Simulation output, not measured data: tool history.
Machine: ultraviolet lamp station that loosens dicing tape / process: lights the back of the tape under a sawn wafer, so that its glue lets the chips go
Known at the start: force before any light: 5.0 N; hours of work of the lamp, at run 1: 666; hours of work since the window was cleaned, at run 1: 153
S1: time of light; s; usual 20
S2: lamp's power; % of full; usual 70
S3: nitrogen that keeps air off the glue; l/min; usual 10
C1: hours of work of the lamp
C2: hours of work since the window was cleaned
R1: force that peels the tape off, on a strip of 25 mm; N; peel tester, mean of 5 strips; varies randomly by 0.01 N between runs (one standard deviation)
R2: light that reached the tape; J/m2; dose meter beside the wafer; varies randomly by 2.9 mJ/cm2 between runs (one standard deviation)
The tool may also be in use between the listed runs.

| run | hour | S1 | S2 | S3 | C1 | C2 | R1 | R2 |
|---|---|---|---|---|---|---|---|---|
| 1 | 0.0 | 20 | 70 | 10 | 666 | 153 | 0.606 | 3530 |
| 2 | 23.7 | 11 | 70 | 10 | 680 | 167 | 1.466 | 1950 |
| 3 | 43.8 | 11 | 70 | 10 | 692 | 179 | 1.525 | 1920 |
| 4 | 63.0 | 11 | 70 | 10 | 704 | 190 | 1.587 | 1910 |
| 5 | 78.6 | 11 | 70 | 10 | 713 | 200 | 1.511 | 1890 |
| 6 | 111.1 | 11 | 70 | 10 | 733 | 219 | 1.608 | 1910 |
|  | 119.5 | window cleaned of glue's vapour |
| 7 | 136.2 | 11 | 70 | 10 | 747 | 10 | 1.670 | 1840 |
| 8 | 168.5 | 11 | 70 | 8 | 767 | 29 | 1.789 | 1810 |
| 9 | 204.5 | 32 | 70 | 10 | 788 | 51 | 0.268 | 5200 |
| 10 | 239.8 | 32 | 70 | 10 | 809 | 72 | 0.273 | 5180 |

Run 11 has not been measured yet. What should we expect?
|  | 264.2 | window cleaned of glue's vapour, once more |
| 11 | 274.0 | 17 | 70 | 11 | 829 | 6 | ? | ? |

{"run 11": {"R1": 0.768, "R2": 3010}}
With no hidden state in the tool, this same run would have given R1 0.580 N, R2 3520 J/m2.

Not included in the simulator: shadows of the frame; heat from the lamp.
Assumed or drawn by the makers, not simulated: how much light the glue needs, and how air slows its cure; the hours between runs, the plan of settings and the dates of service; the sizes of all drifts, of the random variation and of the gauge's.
